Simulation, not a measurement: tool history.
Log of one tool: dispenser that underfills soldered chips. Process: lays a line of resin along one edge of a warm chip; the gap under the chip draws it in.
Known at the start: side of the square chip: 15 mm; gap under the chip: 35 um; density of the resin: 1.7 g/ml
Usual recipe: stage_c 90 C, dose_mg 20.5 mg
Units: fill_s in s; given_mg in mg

| run | hour | stage_c | dose_mg | fill_s | given_mg |
|---|---|---|---|---|---|
| 1 | 0.0 | 90 | 20.5 | 485.2 | 20.45 |
|  | 4.8 | new syringe of resin |
| 2 | 7.7 | 90 | 20.5 | 429.3 | 20.32 |
|  | 15.6 | new syringe of resin |
| 3 | 17.4 | 90 | 20.5 | 392.8 | 20.37 |
|  | 25.8 | new syringe of resin |
| 4 | 27.1 | 90 | 20.5 | 376.9 | 20.30 |
|  | 36.0 | new syringe of resin |
| 5 | 38.5 | 90 | 20.5 | 402.1 | 19.91 |
|  | 46.3 | new syringe of resin |
| 6 | 48.8 | 90 | 20.5 | 419.7 | 19.81 |
|  | 56.8 | new syringe of resin |
| 7 | 56.8 | 90 | 20.5 | 348.1 | 19.76 |
| 8 | 64.2 | 90 | 20.5 | 560.4 | 19.38 |
|  | 66.8 | new syringe of resin |
| 9 | 74.1 | 90 | 19.1 | 573.1 | 18.12 |
|  | 77.0 | new syringe of resin |
| 10 | 86.2 | 90 | 19.1 | 646.1 | 17.81 |

3 options for the next run, each taken on its own from the tool as it stands now. Forecast them:
|  | 87.4 | new syringe of resin |
|  | 97.7 | new syringe of resin |
| A | 98.6 | 81 | 17.7 | ? | ? |
|  | 87.4 | new syringe of resin |
|  | 97.7 | new syringe of resin |
| B | 98.6 | 90 | 19.0 | ? | ? |
|  | 87.4 | new syringe of resin |
|  | 97.7 | new syringe of resin |
| C | 98.6 | 79 | 19.1 | ? | ? |

| run | fill_s | given_mg |
|---|---|---|
| A | 534.9 | 16.43 |
| B | 377.6 | 17.66 |
| C | 566.1 | 17.71 |
With no hidden state in the tool, these same runs would have given:
| run | fill_s | given_mg |
|---|---|---|
| A | 479.3 | 17.70 |
| B | 340.9 | 19.02 |
| C | 510.2 | 19.08 |

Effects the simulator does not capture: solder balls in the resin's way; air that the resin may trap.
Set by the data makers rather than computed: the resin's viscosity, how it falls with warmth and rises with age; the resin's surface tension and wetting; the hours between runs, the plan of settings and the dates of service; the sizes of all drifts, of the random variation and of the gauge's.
